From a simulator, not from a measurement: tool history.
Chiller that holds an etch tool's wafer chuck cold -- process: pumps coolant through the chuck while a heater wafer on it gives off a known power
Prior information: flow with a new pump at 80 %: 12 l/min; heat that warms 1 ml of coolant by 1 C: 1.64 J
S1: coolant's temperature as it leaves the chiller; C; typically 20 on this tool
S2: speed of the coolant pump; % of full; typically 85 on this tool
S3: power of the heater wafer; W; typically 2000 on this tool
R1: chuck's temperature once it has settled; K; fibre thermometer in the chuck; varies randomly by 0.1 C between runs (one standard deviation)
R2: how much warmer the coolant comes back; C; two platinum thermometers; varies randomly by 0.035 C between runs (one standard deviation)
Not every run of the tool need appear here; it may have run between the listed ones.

run   hour  S1  S2    S3      R1    R2
  1      0  20  85  2000  319.95  6.11
  2   26.8  20  85  2000  319.85  6.11
  3   57.3  12  85  2000  311.95   6.1
  4   88.9  12  85  2000  311.95   6.1
  5  121.6  12  85  2000  312.15  6.09
     125.4  -- chiller's thermometer calibrated
  6  154.1  13  62  2191  322.55  9.64

Run 7, settings as shown, results not yet in. Your forecast:
  7  187.4  19  71  2104   ?   ?

R1: 324.05 K
R2: 7.89 C
On a tool with no hidden condition, and with the same random variation, this run would have come out at R1 320.95 K, R2 7.31 C.
